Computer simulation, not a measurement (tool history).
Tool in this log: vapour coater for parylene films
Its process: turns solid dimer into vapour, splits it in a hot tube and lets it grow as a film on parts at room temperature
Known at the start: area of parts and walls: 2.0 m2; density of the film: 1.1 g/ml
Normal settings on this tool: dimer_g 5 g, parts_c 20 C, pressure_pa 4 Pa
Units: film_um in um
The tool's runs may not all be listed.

| run | hour | dimer_g | parts_c | pressure_pa | film_um |
|---|---|---|---|---|---|
| 1 | 0 | 5 | 20 | 4 | 1.577 |
| 2 | 12.3 | 5 | 20 | 4 | 1.592 |
| 3 | 20.1 | 2 | 20 | 4 | 0.631 |
| 4 | 31.2 | 2 | 20 | 4 | 0.646 |
| 5 | 45.5 | 2 | 20 | 4 | 0.637 |
| 6 | 62.9 | 2 | 20 | 4 | 0.652 |
| 7 | 80 | 2 | 20 | 4 | 0.647 |
| 8 | 88.3 | 5 | 20 | 4 | 1.615 |
| 9 | 100.1 | 5 | 20 | 4 | 1.601 |
| 10 | 113.1 | 3 | 20 | 4 | 0.961 |
| 11 | 122.4 | 5 | 16 | 4 | 1.716 |
| 12 | 138.2 | 5 | 16 | 3.34 | 1.74 |
| 13 | 151.7 | 5 | 20 | 10.3 | 1.471 |
| 14 | 165.7 | 5 | 20 | 10.3 | 1.467 |
|  | 181 | trap's valve overhauled |
| 15 | 187.2 | 4 | 22 | 4 | 1.257 |
| 16 | 204.8 | 4 | 22 | 7.1 | 1.19 |
| 17 | 219 | 7 | 22 | 6.61 | 2.121 |
| 18 | 235.5 | 7 | 22 | 6.61 | 2.101 |
|  | 246.7 | gauge calibrated |
| 19 | 247.5 | 8 | 15 | 6.93 | 2.608 |
| 20 | 258 | 8 | 15 | 6.93 | 2.62 |
| 21 | 276.1 | 8 | 15 | 6.93 | 2.598 |
| 22 | 288.2 | 3 | 16 | 3.42 | 1.033 |
| 23 | 297.5 | 7 | 24 | 3.98 | 2.113 |
| 24 | 315.8 | 7 | 24 | 3.98 | 2.108 |
| 25 | 327.3 | 7 | 24 | 3.98 | 2.117 |
| 26 | 339.4 | 4 | 20 | 5.16 | 1.245 |
| 27 | 357.3 | 7 | 26 | 2.33 | 2.165 |

Below are 5 alternative next runs, each starting from the tool's condition after run 27. Predict each:
| A | 373.1 | 5 | 20 | 2.9 | ? |
| B | 373.1 | 4 | 24 | 2.83 | ? |
| C | 373.1 | 7 | 15 | 11.69 | ? |
| D | 373.1 | 3 | 26 | 2.55 | ? |
| E | 373.1 | 5 | 18 | 4 | ? |

| run | film_um |
|---|---|
| A | 1.657 |
| B | 1.259 |
| C | 2.212 |
| D | 0.928 |
| E | 1.659 |
Take away the tool's hidden state, keep each run's random variation, and the runs would have read:
| run | film_um |
|---|---|
| A | 1.635 |
| B | 1.242 |
| C | 2.183 |
| D | 0.916 |
| E | 1.637 |
